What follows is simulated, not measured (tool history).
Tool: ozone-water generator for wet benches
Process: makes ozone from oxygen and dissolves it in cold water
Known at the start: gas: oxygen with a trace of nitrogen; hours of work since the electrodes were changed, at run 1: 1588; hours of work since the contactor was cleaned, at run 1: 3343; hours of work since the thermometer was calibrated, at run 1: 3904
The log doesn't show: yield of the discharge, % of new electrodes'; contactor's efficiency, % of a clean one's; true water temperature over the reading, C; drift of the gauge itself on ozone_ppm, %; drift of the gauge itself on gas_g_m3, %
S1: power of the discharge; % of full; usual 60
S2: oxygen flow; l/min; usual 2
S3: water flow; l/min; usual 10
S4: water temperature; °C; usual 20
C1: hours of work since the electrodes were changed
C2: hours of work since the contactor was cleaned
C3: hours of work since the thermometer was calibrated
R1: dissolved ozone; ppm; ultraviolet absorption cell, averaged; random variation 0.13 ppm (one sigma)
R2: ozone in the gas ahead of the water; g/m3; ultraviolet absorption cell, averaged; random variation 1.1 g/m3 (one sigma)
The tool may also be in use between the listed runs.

run	hour	S1	S2	S3	S4	C1	C2	C3	R1	R2
1	0	60	2	10	20	1588	3343	3904	13.3	194.8
2	88.9	60	2	10	20	1660	3415	3975	13	194.1
3	156.5	60	2	10	20	1714	3469	4029	13	194.8
4	251.1	60	2	10	22	1789	3544	4105	12.7	195.4
5	301.5	60	2	10	22	1830	3585	4145	12.8	195.5
6	392.1	60	2	10	22	1902	3657	4218	13	197.2
7	468.9	60	2	10	22	1964	3719	4279	12.8	196.4
8	537.5	60	2	10	22	2019	3774	4334	12.8	197.4
9	631.4	60	2	10	22	2094	3849	4409	12.7	196.1
10	695.9	60	2	10	22	2145	3900	4461	12.6	196.8
11	777.8	60	2	10	20	2211	3966	4527	13.2	198.1
12	871.7	60	2	10	20	2286	4041	4602	13.2	196.6
13	954.1	60	2	10	20	2352	4107	4668	13.1	198.6
14	1027.5	60	2	10	20	2411	4166	4726	13	199.8
15	1093.8	60	2	10	20	2464	4219	4779	13.2	194.9
16	1152.8	60	2	10	23	2511	4266	4827	12.4	197.6
17	1231.2	46	1.87	10	23	2574	4329	4889	10.4	169.2
18	1296.4	46	1.87	10	23	2626	4381	4942	10.3	168.1
19	1345.3	60	2.14	10	20	2665	4420	4981	13.1	192.9
20	1415.8	60	2.14	10	20	2721	4476	5037	13.2	189.9
21	1465.6	65	2	10	14	2761	4516	5077	15.2	210.8
22	1555.7	76	3.44	12	20	2833	4588	5149	12.6	169.5
# hour 1652.7: water thermometer calibrated
23	1652.7	43	1.06	7	26	2911	4666	0	13.5	232.8
24	1734.3	43	1.06	8	26	2976	4731	65	11.9	230.8
25	1793.1	60	1.11	10	20	3023	4778	112	12.7	288.3
26	1850.6	60	2	8	19	3069	4824	158	16.5	202.8
27	1939.7	60	1.35	10	20	3140	4895	230	13.2	257.5
# hour 1986.6: gauge calibrated
28	2015.2	59	2	10	20	3201	4956	290	12.8	193
29	2093.7	59	2	10	20	3264	5019	353	12.7	192
30	2133.5	59	3.03	10	27	3296	5050	385	11.1	148.8
31	2196.8	66	3.03	7	27	3346	5101	435	16.1	162.6
32	2276.6	66	3.03	7	27	3410	5165	499	16	161.5

Forecast each of these 4 alternatives for the next run:
A	2353.9	60	2	14	19	3472	5227	561	?	?
B	2353.9	60	2.58	9	18	3472	5227	561	?	?
C	2353.9	67	2	14	20	3472	5227	561	?	?
D	2353.9	60	1.16	12	27	3472	5227	561	?	?

run	R1	R2
A	9.1	197.2
B	15	166.2
C	10.1	215
D	9.5	278.5
Without the tool's hidden state the same runs would have given:
run	R1	R2
A	9.1	196.3
B	15.1	165.4
C	10.1	214.1
D	9.5	277.2
